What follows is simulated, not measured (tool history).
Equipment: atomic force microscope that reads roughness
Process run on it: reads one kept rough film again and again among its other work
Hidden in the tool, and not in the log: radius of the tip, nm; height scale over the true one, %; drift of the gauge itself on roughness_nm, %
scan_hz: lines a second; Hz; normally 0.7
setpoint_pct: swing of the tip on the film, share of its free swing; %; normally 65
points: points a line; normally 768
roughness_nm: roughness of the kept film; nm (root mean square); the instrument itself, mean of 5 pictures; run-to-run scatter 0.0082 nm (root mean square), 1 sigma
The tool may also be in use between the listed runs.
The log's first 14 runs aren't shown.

run	day	scan_hz	setpoint_pct	points	pictures with this tip	hours of work since the height scale was calibrated	roughness_nm
15	6.392	0.7	65	976	234	274	1.266
# day 6.538: new tip fitted
16	6.746	0.7	65	976	5	278	1.801
17	7.2	0.7	65	976	18	283	1.744
18	7.767	0.7	65	976	33	289	1.685
19	8.188	0.7	65	768	45	294	1.657
20	8.7	0.7	65	678	58	300	1.616
21	9.146	0.7	65	768	71	305	1.598
22	9.725	0.7	65	768	86	312	1.567
23	10	0.942	65	768	94	315	1.531
24	10.492	0.942	65	768	107	320	1.486
25	10.875	1.802	65	768	118	325	1.429
26	11.25	0.591	72	526	128	329	1.44
27	11.75	0.56	79	351	142	335	1.383
28	12.033	0.853	62	351	149	338	1.39

What will run 29 give?
29	12.629	0.853	62	351	166	345	?

roughness_nm: 1.358 nm (root mean square)
With no hidden state in the tool, this same run would have given roughness_nm 1.771 nm (root mean square).
